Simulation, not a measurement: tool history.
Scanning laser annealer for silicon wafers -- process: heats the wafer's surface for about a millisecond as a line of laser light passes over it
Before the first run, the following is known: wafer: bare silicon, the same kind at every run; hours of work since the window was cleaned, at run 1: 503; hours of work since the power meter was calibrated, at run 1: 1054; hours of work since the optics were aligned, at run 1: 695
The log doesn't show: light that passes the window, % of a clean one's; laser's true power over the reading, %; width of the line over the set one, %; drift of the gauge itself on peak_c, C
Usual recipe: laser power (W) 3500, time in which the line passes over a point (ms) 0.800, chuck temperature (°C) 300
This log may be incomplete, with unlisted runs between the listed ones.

run,day,laser power (W),time in which the line passes over a point (ms),chuck temperature (°C),hours of work since the window was cleaned,hours of work since the power meter was calibrated,hours of work since the optics were aligned,highest temperature of the surface (°C)
1,0.000,3500,0.800,300,503,1054,695,1032
# day 1.604: window over the wafer cleaned
2,2.712,3500,0.800,300,15,1089,730,1076
3,5.167,3500,0.800,300,47,1122,763,1071
4,6.725,3657,0.800,300,68,1143,783,1116
5,8.892,3657,0.800,300,97,1172,812,1109
6,10.675,3500,0.800,267,121,1195,836,1031
7,13.838,3484,0.741,300,163,1237,878,1020
8,15.825,3491,0.810,300,189,1264,905,1061
9,18.612,3491,0.810,278,227,1301,942,1033
10,21.738,3032,0.643,314,268,1343,983,859
11,24.533,3682,0.673,297,305,1380,1021,1020
12,26.167,3682,0.673,297,327,1402,1042,1017

Alternative continuations, all from the tool just after run 12; predict every row:
A,28.833,3682,0.607,292,363,1437,1078,?
B,28.833,3228,0.721,314,363,1437,1078,?
C,28.833,3682,0.835,291,363,1437,1078,?

run,highest temperature of the surface (°C)
A,965
B,939
C,1102
Without the tool's unlogged condition, the same runs would have read:
run,highest temperature of the surface (°C)
A,1006
B,977
C,1151
